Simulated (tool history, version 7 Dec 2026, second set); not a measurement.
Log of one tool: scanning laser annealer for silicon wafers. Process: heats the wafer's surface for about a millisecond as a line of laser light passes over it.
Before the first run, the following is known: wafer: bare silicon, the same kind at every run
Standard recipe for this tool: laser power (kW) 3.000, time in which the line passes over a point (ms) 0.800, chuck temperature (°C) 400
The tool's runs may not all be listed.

run   hour  laser power (kW)  time in which the line passes over a point (ms)  chuck temperature (°C)  highest temperature of the surface (°C)
  1    0.0             3.000                                            0.800                     400                                     1130
  2   34.6             3.000                                            0.800                     400                                     1129
  3   65.6             3.000                                            0.800                     400                                     1129
  4   86.5             2.819                                            0.800                     400                                     1078
  5  108.0             2.819                                            0.800                     432                                     1115
  6  135.9             2.819                                            0.800                     432                                     1110
  7  162.7             2.819                                            0.800                     432                                     1114
  8  210.4             3.000                                            0.800                     400                                     1122
  9  259.3             3.000                                            0.800                     400                                     1118
 10  300.0             2.589                                            0.800                     400                                     1015
     305.4  -- laser's power meter calibrated
 11  343.2             3.000                                            0.800                     400                                     1107
 12  389.2             3.000                                            0.800                     400                                     1109
     422.9  -- window over the wafer cleaned
 13  422.9             3.000                                            0.800                     400                                     1146
     446.0  -- laser's power meter calibrated, once more
 14  453.4             3.000                                            0.800                     391                                     1156
 15  501.7             2.868                                            0.800                     370                                     1097
 16  524.0             2.555                                            0.938                     390                                     1093
 17  550.1             3.000                                            0.626                     439                                     1098
 18  581.0             2.797                                            0.692                     433                                     1080
 19  632.3             3.089                                            0.936                     400                                     1249
 20  658.7             3.108                                            0.879                     415                                     1238
 21  691.4             3.000                                            0.706                     400                                     1098
 22  712.8             3.000                                            0.706                     400                                     1098
 23  762.8             2.562                                            0.681                     395                                      973
 24  793.5             2.562                                            0.681                     395                                      971
 25  831.4             3.290                                            0.908                     436                                     1318
 26  870.4             3.000                                            0.561                     367                                      969
 27  907.0             3.031                                            0.617                     367                                     1015
 28  939.3             3.031                                            0.617                     367                                     1010

What if the next run were any one of these 4? Each begins from the tool's condition after run 28:
  A  966.6             2.688                                            0.800                     400                                        ?
  B  966.6             3.163                                            0.617                     367                                        ?
  C  966.6             3.072                                            0.561                     435                                        ?
  D  966.6             2.983                                            0.617                     383                                        ?

run  highest temperature of the surface (°C)
  A                                     1059
  B                                     1037
  C                                     1054
  D                                     1015
The same runs, with their run-to-run variation unchanged, on a tool lacking any hidden condition would have given:
run  highest temperature of the surface (°C)
  A                                     1087
  B                                     1065
  C                                     1080
  D                                     1042
